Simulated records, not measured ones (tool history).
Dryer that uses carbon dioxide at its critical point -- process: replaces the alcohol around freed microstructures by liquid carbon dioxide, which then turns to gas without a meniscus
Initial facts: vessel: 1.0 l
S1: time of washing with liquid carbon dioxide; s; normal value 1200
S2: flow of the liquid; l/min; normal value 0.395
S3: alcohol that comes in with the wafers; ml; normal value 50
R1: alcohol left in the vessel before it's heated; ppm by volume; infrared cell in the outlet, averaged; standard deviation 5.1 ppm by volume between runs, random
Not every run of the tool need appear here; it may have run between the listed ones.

Run 1, hour 0: usual settings. Result: R1 181 ppm by volume.
Run 2, hour 29.4: usual settings but S3 57 ml. Result: R1 205 ppm by volume.
Run 3, hour 58.2: usual settings but S3 57 ml. Result: R1 204 ppm by volume.
Run 4, hour 90.5: usual settings but S1 1020 s. Result: R1 334 ppm by volume.
Run 5, hour 121.9: usual settings but S1 1020 s. Result: R1 350 ppm by volume.
Run 6, hour 142.9: usual settings but S1 1020 s. Result: R1 365 ppm by volume.
Run 7, hour 168.8: usual settings but S1 1020 s. Result: R1 372 ppm by volume.
Run 8, hour 190.8: usual settings but S1 1680 s. Result: R1 126 ppm by volume.
Run 9, hour 210.1: usual settings but S1 1620 s. Result: R1 142 ppm by volume.
Run 10, hour 244.5: usual settings but S1 1620 s. Result: R1 154 ppm by volume.
Run 11, hour 264.1: usual settings but S2 0.331 l/min. Result: R1 434 ppm by volume.
Run 12, hour 292.1: usual settings. Result: R1 245 ppm by volume.
Run 13, hour 325.3: usual settings. Result: R1 249 ppm by volume.
Run 14, hour 359.5: usual settings. Result: R1 276 ppm by volume.
Run 15, hour 384.2: usual settings but S3 22 ml. Result: R1 212 ppm by volume.
Run 16, hour 412.2: usual settings but S3 22 ml. Result: R1 204 ppm by volume.
Run 17, hour 442.4: usual settings but S3 22 ml. Result: R1 219 ppm by volume.
Run 18, hour 456.8: usual settings but S3 22 ml. Result: R1 219 ppm by volume.
Run 19, hour 485.6: usual settings but S3 22 ml. Result: R1 215 ppm by volume.
Run 20, hour 518: usual settings but S3 22 ml. Result: R1 192 ppm by volume.
Run 21, hour 546.8: usual settings but S2 0.661 l/min. Result: R1 175 ppm by volume.
Run 22, hour 568: usual settings but S2 0.661 l/min. Result: R1 177 ppm by volume.
Run 23, hour 591.5: usual settings but S2 0.661 l/min. Result: R1 174 ppm by volume.
Run 24, hour 625: usual settings but S2 0.478 l/min, S3 32 ml. Result: R1 192 ppm by volume.
Run 25, hour 644.1: usual settings but S2 0.478 l/min, S3 32 ml. Result: R1 196 ppm by volume.
Run 26, hour 677.5: usual settings but S1 840 s, S2 0.471 l/min, S3 88 ml. Result: R1 609 ppm by volume.
Run 27, hour 703.4: usual settings but S1 1440 s, S2 0.251 l/min, S3 61 ml. Result: R1 677 ppm by volume.
Run 28, hour 731.9: usual settings but S1 840 s, S2 0.43 l/min. Result: R1 581 ppm by volume.
Run 29, hour 753.5: usual settings but S1 1140 s, S2 0.24 l/min, S3 20 ml. Result: R1 713 ppm by volume.
Run 30, hour 771.6: usual settings but S1 1380 s, S2 0.375 l/min. Result: R1 244 ppm by volume.
Run 31, hour 786.7: usual settings but S1 1380 s, S2 0.531 l/min. Result: R1 198 ppm by volume.
Run 32, hour 810.3: usual settings but S1 960 s, S2 0.316 l/min, S3 61 ml. Result: R1 1168 ppm by volume.
Run 33, hour 841.7: usual settings but S1 960 s, S2 0.316 l/min, S3 61 ml. Result: R1 1164 ppm by volume.
Run 34, hour 873.1: usual settings but S1 1860 s, S2 0.481 l/min, S3 61 ml. Result: R1 22 ppm by volume.
Run 35, hour 906.8: usual settings but S1 1860 s, S2 0.481 l/min, S3 61 ml. Result: R1 25 ppm by volume.
Run 36, hour 922.9: usual settings but S1 840 s, S2 0.481 l/min, S3 51 ml. Result: R1 300 ppm by volume.
Run 37, hour 957.8: usual settings but S2 0.277 l/min, S3 102 ml. Result: R1 1490 ppm by volume.
Run 38, hour 980.7: usual settings but S2 0.277 l/min, S3 102 ml. Result: R1 1537 ppm by volume.
Run 39, hour 1000.2: usual settings but S1 1860 s, S2 0.508 l/min. Result: R1 26 ppm by volume.
Run 40, hour 1031: usual settings but S2 0.275 l/min, S3 26 ml. Result: R1 460 ppm by volume.
Run 41, hour 1048.1: usual settings but S2 0.275 l/min, S3 26 ml. Result: R1 458 ppm by volume.
Run 42, hour 1063.3: usual settings but S2 0.275 l/min, S3 26 ml. Result: R1 461 ppm by volume.
Run 43, hour 1091.3: usual settings but S1 1860 s, S2 0.569 l/min, S3 66 ml. Result: R1 42 ppm by volume.
Run 44, hour 1121.5: usual settings but S1 1860 s, S2 0.366 l/min, S3 66 ml. Result: R1 54 ppm by volume.
Run 45, hour 1150.4: usual settings but S2 0.322 l/min, S3 82 ml. Result: R1 455 ppm by volume.
Run 46, hour 1173.4: usual settings but S1 1680 s, S2 0.238 l/min, S3 49 ml. Result: R1 262 ppm by volume.

Taken out of this log: 3 entries between the listed runs. Where each belongs, and how the hidden state differs across it:
Between runs 19 and 20: inlet filter changed (hour 489.8)
  flow that reaches the vessel past the clogged filter, %: 88.4 -> 99.3; alcohol in the recycled carbon dioxide, ppm: 160.9 -> 164.7
  measured less the result without the state, R1: +182 -> +159 ppm by volume
Between runs 31 and 32: purifier's bed changed (hour 809)
  flow that reaches the vessel past the clogged filter, %: 94.3 -> 93.9; alcohol in the recycled carbon dioxide, ppm: 195.7 -> 6.7
  measured less the result without the state, R1: +196 -> +264 ppm by volume
Between runs 43 and 44: inlet filter changed (hour 1100.7)
  flow that reaches the vessel past the clogged filter, %: 88.8 -> 99.1; alcohol in the recycled carbon dioxide, ppm: 39.4 -> 43
  measured less the result without the state, R1: +35 -> +39 ppm by volume

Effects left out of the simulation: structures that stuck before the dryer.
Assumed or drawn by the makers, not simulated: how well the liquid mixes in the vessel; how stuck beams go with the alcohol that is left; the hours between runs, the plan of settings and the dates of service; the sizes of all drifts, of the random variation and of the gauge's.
